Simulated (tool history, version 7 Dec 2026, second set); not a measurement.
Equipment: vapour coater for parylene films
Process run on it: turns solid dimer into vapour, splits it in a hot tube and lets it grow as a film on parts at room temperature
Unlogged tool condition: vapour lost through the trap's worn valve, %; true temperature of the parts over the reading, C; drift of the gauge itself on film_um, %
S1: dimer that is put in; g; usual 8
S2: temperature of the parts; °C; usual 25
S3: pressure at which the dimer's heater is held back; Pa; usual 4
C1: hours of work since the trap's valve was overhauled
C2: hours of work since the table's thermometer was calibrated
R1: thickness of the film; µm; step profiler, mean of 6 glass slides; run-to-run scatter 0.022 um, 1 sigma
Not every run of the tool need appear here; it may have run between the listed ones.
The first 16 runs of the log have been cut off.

run,hour,S1,S2,S3,C1,C2,R1
17,583.2,13,21,4,287,271,8.93
18,604.4,9,23,4.79,302,286,5.7
19,638.3,8,28,3.78,326,310,4.43
20,680.8,8,28,3.78,356,340,4.43
21,717.3,14,26,3.78,382,365,8.27
22,754.2,14,26,3.78,408,391,8.22
# hour 792.1: trap's valve overhauled
23,792.1,3,26,3.78,0,415,1.77
24,842.7,5,27,10.78,36,451,2.6
25,876.8,6,25,4,60,475,3.66
26,904,11,26,11.1,79,494,5.93
27,925.5,5,24,7.19,94,509,2.96
28,973.9,5,24,7.19,128,543,2.98
29,1000.6,9,25,9.17,147,562,5.13
30,1031.6,5,23,8.97,169,584,3.01

Below are 5 alternative next runs, each starting from the tool's condition after run 30. Predict each:
A,1056.7,5,23,2.39,187,602,?
B,1056.7,8,21,3.74,187,602,?
C,1056.7,13,24,9.8,187,602,?
D,1056.7,5,23,3.15,187,602,?
E,1056.7,5,28,8.97,187,602,?

run,R1
A,3.41
B,5.58
C,7.56
D,3.33
E,2.62
What these runs would have given with no unlogged condition in the tool:
run,R1
A,3.33
B,5.44
C,7.37
D,3.25
E,2.55
